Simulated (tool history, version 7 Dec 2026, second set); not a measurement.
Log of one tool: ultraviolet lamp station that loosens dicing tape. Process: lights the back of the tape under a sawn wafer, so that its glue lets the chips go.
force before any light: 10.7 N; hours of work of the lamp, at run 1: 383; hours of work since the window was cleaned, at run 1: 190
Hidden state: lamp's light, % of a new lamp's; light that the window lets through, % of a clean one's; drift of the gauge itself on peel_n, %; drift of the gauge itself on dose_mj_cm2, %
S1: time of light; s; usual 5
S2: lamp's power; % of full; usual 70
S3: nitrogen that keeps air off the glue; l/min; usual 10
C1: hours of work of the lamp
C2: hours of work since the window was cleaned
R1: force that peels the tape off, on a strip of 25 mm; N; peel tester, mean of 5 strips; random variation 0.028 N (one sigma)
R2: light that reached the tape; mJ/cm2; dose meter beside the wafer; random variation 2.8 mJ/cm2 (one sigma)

run 1 hour=0.0 | S1=5 S2=70 S3=10 | C1=383 C2=190 | R1=2.064 R2=319
run 2 hour=13.7 | S1=5 S2=70 S3=18 | C1=393 C2=199 | R1=1.512 R2=317
run 3 hour=27.6 | S1=5 S2=70 S3=18 | C1=402 C2=209 | R1=1.528 R2=314
run 4 hour=33.7 | S1=5 S2=70 S3=18 | C1=406 C2=213 | R1=1.616 R2=314
run 5 hour=44.3 | S1=5 S2=95 S3=10 | C1=414 C2=221 | R1=1.256 R2=426
run 6 hour=55.3 | S1=5 S2=95 S3=10 | C1=421 C2=228 | R1=1.248 R2=423
run 7 hour=68.9 | S1=5 S2=95 S3=10 | C1=431 C2=238 | R1=1.262 R2=420
run 8 hour=77.7 | S1=5 S2=95 S3=10 | C1=437 C2=244 | R1=1.289 R2=417
run 9 hour=92.0 | S1=5 S2=80 S3=10 | C1=447 C2=254 | R1=1.795 R2=349
run 10 hour=101.5 | S1=5 S2=80 S3=10 | C1=453 C2=260 | R1=1.816 R2=351
run 11 hour=116.1 | S1=5 S2=80 S3=10 | C1=463 C2=270 | R1=1.868 R2=345
run 12 hour=128.3 | S1=5 S2=80 S3=10 | C1=472 C2=279 | R1=1.775 R2=348
run 13 hour=136.7 | S1=5 S2=80 S3=10 | C1=478 C2=284 | R1=1.855 R2=339
run 14 hour=145.3 | S1=5 S2=80 S3=10 | C1=484 C2=290 | R1=1.815 R2=339
run 15 hour=159.7 | S1=5 S2=80 S3=10 | C1=494 C2=300 | R1=1.899 R2=338
run 16 hour=167.0 | S1=5 S2=80 S3=10 | C1=499 C2=305 | R1=1.843 R2=340
run 17 hour=179.9 | S1=5 S2=70 S3=4 | C1=508 C2=314 | R1=3.507 R2=291
run 18 hour=186.2 | S1=5 S2=70 S3=4 | C1=512 C2=319 | R1=3.614 R2=291
run 19 hour=194.6 | S1=5 S2=70 S3=4 | C1=518 C2=325 | R1=3.624 R2=292
run 20 hour=201.0 | S1=5 S2=70 S3=4 | C1=522 C2=329 | R1=3.604 R2=295
run 21 hour=207.6 | S1=5 S2=70 S3=4 | C1=527 C2=333 | R1=3.620 R2=289
run 22 hour=214.1 | S1=5 S2=70 S3=4 | C1=531 C2=338 | R1=3.611 R2=288
run 23 hour=222.8 | S1=5 S2=70 S3=4 | C1=537 C2=344 | R1=3.667 R2=288
run 24 hour=237.7 | S1=4 S2=69 S3=10 | C1=548 C2=354 | R1=3.302 R2=227
run 25 hour=250.3 | S1=2 S2=70 S3=14 | C1=556 C2=363 | R1=5.488 R2=110
run 26 hour=256.8 | S1=3 S2=64 S3=15 | C1=561 C2=368 | R1=4.302 R2=156
run 27 hour=263.2 | S1=3 S2=74 S3=14 | C1=565 C2=372 | R1=3.823 R2=181
run 28 hour=275.8 | S1=5 S2=75 S3=10 | C1=574 C2=381 | R1=2.255 R2=302
run 29 hour=286.5 | S1=3 S2=63 S3=15 | C1=581 C2=388 | R1=4.451 R2=153
run 30 hour=295.8 | S1=7 S2=99 S3=4 | C1=588 C2=395 | R1=1.414 R2=546
run 31 hour=306.3 | S1=3 S2=98 S3=5 | C1=595 C2=402 | R1=4.300 R2=233
run 32 hour=321.3 | S1=5 S2=86 S3=6 | C1=605 C2=412 | R1=2.549 R2=338
run 33 hour=334.1 | S1=5 S2=86 S3=6 | C1=614 C2=421 | R1=2.553 R2=335
run 34 hour=344.2 | S1=6 S2=70 S3=10 | C1=621 C2=428 | R1=2.024 R2=331
run 35 hour=351.5 | S1=3 S2=70 S3=13 | C1=626 C2=433 | R1=4.165 R2=159
run 36 hour=360.1 | S1=3 S2=70 S3=13 | C1=632 C2=439 | R1=4.408 R2=163
run 37 hour=374.7 | S1=2 S2=99 S3=10 | C1=642 C2=449 | R1=4.838 R2=151
run 38 hour=382.3 | S1=4 S2=70 S3=7 | C1=648 C2=454 | R1=4.125 R2=209
run 39 hour=397.3 | S1=4 S2=70 S3=7 | C1=658 C2=465 | R1=3.994 R2=207

Forecast run 40:
run 40 hour=408.9 | S1=4 S2=74 S3=12 | C1=666 C2=473 | R1=? R2=?

Run 40 gave R1 3.232 N, R2 221 mJ/cm2.
Without the tool's hidden state the same run would have given R1 1.745 N, R2 335 mJ/cm2.

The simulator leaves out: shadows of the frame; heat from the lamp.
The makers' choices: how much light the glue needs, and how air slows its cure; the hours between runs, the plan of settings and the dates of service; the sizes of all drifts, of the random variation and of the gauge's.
